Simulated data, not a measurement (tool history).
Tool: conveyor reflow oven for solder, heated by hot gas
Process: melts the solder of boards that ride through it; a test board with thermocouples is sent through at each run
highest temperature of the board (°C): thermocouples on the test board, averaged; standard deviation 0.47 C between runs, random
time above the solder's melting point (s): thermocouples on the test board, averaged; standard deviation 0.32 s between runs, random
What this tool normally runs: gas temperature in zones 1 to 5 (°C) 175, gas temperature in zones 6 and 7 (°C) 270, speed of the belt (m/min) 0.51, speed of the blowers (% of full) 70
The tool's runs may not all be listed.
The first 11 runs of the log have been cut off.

run	hour	gas temperature in zones 1 to 5 (°C)	gas temperature in zones 6 and 7 (°C)	speed of the belt (m/min)	speed of the blowers (% of full)	hours of work since the flux was cleaned out	hours of work since the belt drive was overhauled	hours of work since the thermocouples were changed	highest temperature of the board (°C)	time above the solder's melting point (s)
12	76.3	175	270	0.51	64	70	120	190	250.6	52
# hour 81.9: flux residue cleaned out of gas plates and filters
13	86	175	270	0.51	64	2	122	193	251.6	51.5
14	93.9	175	269	0.51	70	7	127	198	251.7	51.9
15	102	175	269	0.51	70	12	132	203	252.9	52.7
16	106.2	185	280	0.437	82	15	135	205	269.4	77.6
17	111	175	270	0.469	70	18	138	208	254.4	60.2
# hour 124.7: flux residue cleaned out of gas plates and filters, once more
18	124.7	177	262	0.51	51	0	143	214	240.7	42.2
19	130.4	177	262	0.51	51	3	146	217	240.7	42.2
20	135.5	162	270	0.471	70	7	149	220	253.2	54.7
21	140.1	173	266	0.525	70	9	152	223	248.8	48.6
22	149.8	183	262	0.51	70	15	158	229	247.7	52.9
23	158.3	183	262	0.51	70	20	163	234	247.7	52.3
24	165.2	183	262	0.51	70	24	167	238	248	53
25	174.5	170	270	0.51	65	30	173	243	251.4	50.3
26	184.1	183	281	0.581	73	36	178	249	259.9	52.7
27	191	168	274	0.535	62	40	183	253	249.5	45.9
28	197.5	168	274	0.535	62	44	186	257	250.8	46.3
29	203.6	170	269	0.535	62	47	190	261	246.6	44
30	208.8	170	269	0.535	62	51	193	264	247.3	43.5

3 ways to go on from here, each from the tool as it stands after run 30. What would each give?
A	214.3	170	269	0.535	50	54	197	267	?	?
B	214.3	166	277	0.559	62	54	197	267	?	?
C	214.3	166	270	0.51	70	54	197	267	?	?

run	highest temperature of the board (°C)	time above the solder's melting point (s)
A	241.3	37.7
B	250.6	43.6
C	251.4	49.5
Had the tool no hidden state, the same runs would have come out as:
run	highest temperature of the board (°C)	time above the solder's melting point (s)
A	242.3	38.7
B	251.9	44.4
C	252.6	50.3

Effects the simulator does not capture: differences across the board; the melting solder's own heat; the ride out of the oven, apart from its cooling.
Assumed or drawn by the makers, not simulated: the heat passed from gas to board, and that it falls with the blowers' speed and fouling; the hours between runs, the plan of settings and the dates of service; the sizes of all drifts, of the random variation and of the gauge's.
